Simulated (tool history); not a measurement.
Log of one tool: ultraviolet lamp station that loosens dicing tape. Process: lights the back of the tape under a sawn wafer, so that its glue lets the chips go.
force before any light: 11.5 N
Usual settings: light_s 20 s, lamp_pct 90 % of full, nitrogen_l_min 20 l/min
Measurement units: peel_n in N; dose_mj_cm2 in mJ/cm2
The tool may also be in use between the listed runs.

| run | hour | light_s | lamp_pct | nitrogen_l_min | peel_n | dose_mj_cm2 |
|---|---|---|---|---|---|---|
| 1 | 0 | 20 | 90 | 20 | 0.655 | 573 |
| 2 | 16.2 | 20 | 90 | 20 | 0.658 | 566 |
| 3 | 36.6 | 20 | 90 | 20 | 0.629 | 567 |
| 4 | 54.4 | 20 | 90 | 20 | 0.64 | 570 |
| 5 | 68 | 20 | 90 | 20 | 0.664 | 571 |
| 6 | 92.6 | 20 | 90 | 20 | 0.613 | 572 |
| 7 | 119.7 | 20 | 90 | 20 | 0.676 | 572 |
| 8 | 138.9 | 39 | 90 | 20 | 0.242 | 1116 |
| 9 | 156.1 | 39 | 90 | 20 | 0.243 | 1109 |
| 10 | 180.2 | 39 | 90 | 20 | 0.234 | 1123 |
|  | 192.5 | window cleaned of glue's vapour |
| 11 | 201.1 | 11 | 81 | 9 | 3.41 | 281 |
| 12 | 216 | 11 | 81 | 9 | 3.454 | 281 |
| 13 | 228.9 | 11 | 81 | 9 | 3.535 | 281 |
| 14 | 244.4 | 32 | 65 | 11 | 0.736 | 660 |
| 15 | 268.8 | 20 | 68 | 20 | 1.192 | 423 |
|  | 296.8 | lamp changed |
| 16 | 296.8 | 20 | 68 | 20 | 1.197 | 429 |
| 17 | 315.7 | 22 | 90 | 25 | 0.461 | 626 |

What if the next run were any one of these 4? Each begins from the tool's condition after run 17:
| A | 346.6 | 12 | 90 | 11 | ? | ? |
| B | 346.6 | 20 | 90 | 7 | ? | ? |
| C | 346.6 | 30 | 82 | 9 | ? | ? |
| D | 346.6 | 27 | 79 | 25 | ? | ? |

| run | peel_n | dose_mj_cm2 |
|---|---|---|
| A | 2.41 | 342 |
| B | 1.303 | 567 |
| C | 0.585 | 772 |
| D | 0.396 | 677 |
What these runs would have given with no unlogged condition in the tool:
| run | peel_n | dose_mj_cm2 |
|---|---|---|
| A | 2.406 | 342 |
| B | 1.301 | 568 |
| C | 0.583 | 773 |
| D | 0.395 | 678 |
